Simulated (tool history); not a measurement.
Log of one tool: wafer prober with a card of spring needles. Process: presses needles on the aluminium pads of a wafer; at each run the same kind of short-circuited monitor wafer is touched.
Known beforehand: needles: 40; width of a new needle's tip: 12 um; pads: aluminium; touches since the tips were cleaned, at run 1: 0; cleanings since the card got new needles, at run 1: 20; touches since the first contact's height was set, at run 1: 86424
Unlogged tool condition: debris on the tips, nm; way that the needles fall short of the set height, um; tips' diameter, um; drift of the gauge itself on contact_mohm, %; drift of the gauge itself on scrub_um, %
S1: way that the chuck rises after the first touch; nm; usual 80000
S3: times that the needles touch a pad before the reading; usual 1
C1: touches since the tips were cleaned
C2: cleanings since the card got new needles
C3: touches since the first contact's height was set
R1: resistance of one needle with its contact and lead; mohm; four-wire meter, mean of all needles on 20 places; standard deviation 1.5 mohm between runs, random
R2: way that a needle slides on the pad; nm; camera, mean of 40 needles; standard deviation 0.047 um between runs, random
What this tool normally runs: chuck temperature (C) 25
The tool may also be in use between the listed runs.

{"run": 1, "hour": 0.0, "S1": 80000, "chuck temperature (C)": 25, "S3": 1, "C1": 0, "C2": 20, "C3": 86424, "R1": 133, "R2": 12300}
{"run": 2, "hour": 9.9, "S1": 80000, "chuck temperature (C)": 25, "S3": 1, "C1": 1935, "C2": 20, "C3": 88359, "R1": 152, "R2": 12310}
{"run": 3, "hour": 16.6, "S1": 80000, "chuck temperature (C)": 25, "S3": 1, "C1": 3240, "C2": 20, "C3": 89664, "R1": 163, "R2": 12250}
{"hour": 20.7, "done": "tips cleaned on abrasive film"}
{"run": 4, "hour": 24.4, "S1": 80000, "chuck temperature (C)": 25, "S3": 1, "C1": 711, "C2": 21, "C3": 91161, "R1": 144, "R2": 12230}
{"run": 5, "hour": 30.7, "S1": 80000, "chuck temperature (C)": 25, "S3": 1, "C1": 1939, "C2": 21, "C3": 92389, "R1": 152, "R2": 12240}
{"run": 6, "hour": 36.9, "S1": 80000, "chuck temperature (C)": 25, "S3": 2, "C1": 3142, "C2": 21, "C3": 93592, "R1": 152, "R2": 12280}
{"hour": 41.8, "done": "tips cleaned on abrasive film"}
{"run": 7, "hour": 42.9, "S1": 80000, "chuck temperature (C)": 48, "S3": 2, "C1": 201, "C2": 22, "C3": 94743, "R1": 137, "R2": 12180}
{"run": 8, "hour": 51.9, "S1": 80000, "chuck temperature (C)": 48, "S3": 2, "C1": 1967, "C2": 22, "C3": 96509, "R1": 152, "R2": 12210}
{"run": 9, "hour": 61.2, "S1": 80000, "chuck temperature (C)": 48, "S3": 2, "C1": 3781, "C2": 22, "C3": 98323, "R1": 157, "R2": 12320}
{"hour": 62.7, "done": "tips cleaned on abrasive film"}
{"run": 10, "hour": 73.5, "S1": 83000, "chuck temperature (C)": 48, "S3": 2, "C1": 2104, "C2": 23, "C3": 100701, "R1": 151, "R2": 12770}
{"run": 11, "hour": 80.6, "S1": 83000, "chuck temperature (C)": 48, "S3": 2, "C1": 3485, "C2": 23, "C3": 102082, "R1": 154, "R2": 12630}
{"hour": 83.2, "done": "tips cleaned on abrasive film"}
{"run": 12, "hour": 89.3, "S1": 83000, "chuck temperature (C)": 48, "S3": 2, "C1": 1188, "C2": 24, "C3": 103754, "R1": 144, "R2": 12720}
{"run": 13, "hour": 97.5, "S1": 83000, "chuck temperature (C)": 48, "S3": 2, "C1": 2797, "C2": 24, "C3": 105363, "R1": 157, "R2": 12720}
{"hour": 103.7, "done": "tips cleaned on abrasive film"}
{"run": 14, "hour": 108.4, "S1": 83000, "chuck temperature (C)": 48, "S3": 2, "C1": 919, "C2": 25, "C3": 107469, "R1": 146, "R2": 12660}
{"run": 15, "hour": 120.4, "S1": 83000, "chuck temperature (C)": 118, "S3": 2, "C1": 3265, "C2": 25, "C3": 109815, "R1": 163, "R2": 12680}
{"hour": 124.1, "done": "tips cleaned on abrasive film"}
{"run": 16, "hour": 125.8, "S1": 83000, "chuck temperature (C)": 118, "S3": 2, "C1": 330, "C2": 26, "C3": 110837, "R1": 154, "R2": 12550}
{"run": 17, "hour": 132.3, "S1": 80000, "chuck temperature (C)": 25, "S3": 1, "C1": 1593, "C2": 26, "C3": 112100, "R1": 152, "R2": 12260}
{"run": 18, "hour": 143.6, "S1": 65000, "chuck temperature (C)": 38, "S3": 3, "C1": 3803, "C2": 26, "C3": 114310, "R1": 149, "R2": 9820}
{"hour": 144.9, "done": "tips cleaned on abrasive film"}
{"run": 19, "hour": 151.7, "S1": 80000, "chuck temperature (C)": 98, "S3": 2, "C1": 1341, "C2": 27, "C3": 115879, "R1": 155, "R2": 12140}
{"run": 20, "hour": 160.4, "S1": 61000, "chuck temperature (C)": 38, "S3": 2, "C1": 3026, "C2": 27, "C3": 117564, "R1": 154, "R2": 9110}
{"hour": 165.3, "done": "tips cleaned on abrasive film"}
{"run": 21, "hour": 170.4, "S1": 62000, "chuck temperature (C)": 58, "S3": 1, "C1": 980, "C2": 28, "C3": 119492, "R1": 155, "R2": 9300}
{"run": 22, "hour": 178.5, "S1": 67000, "chuck temperature (C)": 26, "S3": 3, "C1": 2571, "C2": 28, "C3": 121083, "R1": 147, "R2": 10130}
{"hour": 186.0, "done": "tips cleaned on abrasive film"}
{"run": 23, "hour": 189.0, "S1": 70000, "chuck temperature (C)": 52, "S3": 2, "C1": 584, "C2": 29, "C3": 123104, "R1": 142, "R2": 10620}
{"run": 24, "hour": 200.8, "S1": 70000, "chuck temperature (C)": 116, "S3": 2, "C1": 2882, "C2": 29, "C3": 125402, "R1": 169, "R2": 10570}
{"hour": 206.4, "done": "tips cleaned on abrasive film"}
{"run": 25, "hour": 211.2, "S1": 70000, "chuck temperature (C)": 60, "S3": 1, "C1": 930, "C2": 30, "C3": 127405, "R1": 155, "R2": 10510}
{"run": 26, "hour": 223.2, "S1": 63000, "chuck temperature (C)": 52, "S3": 1, "C1": 3286, "C2": 30, "C3": 129761, "R1": 172, "R2": 9520}
{"hour": 227.2, "done": "tips cleaned on abrasive film"}
{"run": 27, "hour": 229.3, "S1": 91000, "chuck temperature (C)": 59, "S3": 1, "C1": 394, "C2": 31, "C3": 130918, "R1": 145, "R2": 13910}
{"hour": 237.4, "done": "height of the first contact set anew"}
{"run": 28, "hour": 239.8, "S1": 91000, "chuck temperature (C)": 93, "S3": 2, "C1": 2385, "C2": 31, "C3": 456, "R1": 156, "R2": 14260}
{"run": 29, "hour": 245.6, "S1": 80000, "chuck temperature (C)": 99, "S3": 1, "C1": 3513, "C2": 31, "C3": 1584, "R1": 171, "R2": 12500}
{"hour": 248.2, "done": "tips cleaned on abrasive film"}
{"run": 30, "hour": 255.2, "S1": 80000, "chuck temperature (C)": 99, "S3": 1, "C1": 1368, "C2": 32, "C3": 3448, "R1": 165, "R2": 12540}
{"run": 31, "hour": 265.9, "S1": 62000, "chuck temperature (C)": 63, "S3": 1, "C1": 3456, "C2": 32, "C3": 5536, "R1": 172, "R2": 9760}
{"hour": 268.7, "done": "tips cleaned on abrasive film"}
{"run": 32, "hour": 274.1, "S1": 62000, "chuck temperature (C)": 63, "S3": 1, "C1": 1050, "C2": 33, "C3": 7109, "R1": 155, "R2": 9700}
{"run": 33, "hour": 282.4, "S1": 76000, "chuck temperature (C)": 27, "S3": 2, "C1": 2670, "C2": 33, "C3": 8729, "R1": 147, "R2": 11880}
{"hour": 289.1, "done": "tips cleaned on abrasive film"}
{"run": 34, "hour": 289.1, "S1": 94000, "chuck temperature (C)": 30, "S3": 2, "C1": 0, "C2": 34, "C3": 10006, "R1": 134, "R2": 14760}

Each row is a separate what-if for the run after 34, all from the same tool condition, not one after another. Results?
{"run": "A", "hour": 296.3, "S1": 67000, "chuck temperature (C)": 33, "S3": 1, "C1": 1418, "C2": 34, "C3": 11424, "R1": "?", "R2": "?"}
{"run": "B", "hour": 296.3, "S1": 94000, "chuck temperature (C)": 25, "S3": 2, "C1": 1418, "C2": 34, "C3": 11424, "R1": "?", "R2": "?"}
{"run": "C", "hour": 296.3, "S1": 73000, "chuck temperature (C)": 42, "S3": 2, "C1": 1418, "C2": 34, "C3": 11424, "R1": "?", "R2": "?"}
{"run": "D", "hour": 296.3, "S1": 89000, "chuck temperature (C)": 41, "S3": 1, "C1": 1418, "C2": 34, "C3": 11424, "R1": "?", "R2": "?"}

run=A R1=154 R2=10410
run=B R1=140 R2=14680
run=C R1=147 R2=11420
run=D R1=152 R2=13870
What these runs would have given with no unlogged condition in the tool:
run=A R1=136 R2=10450
run=B R1=131 R2=14720
run=C R1=137 R2=11460
run=D R1=136 R2=13910
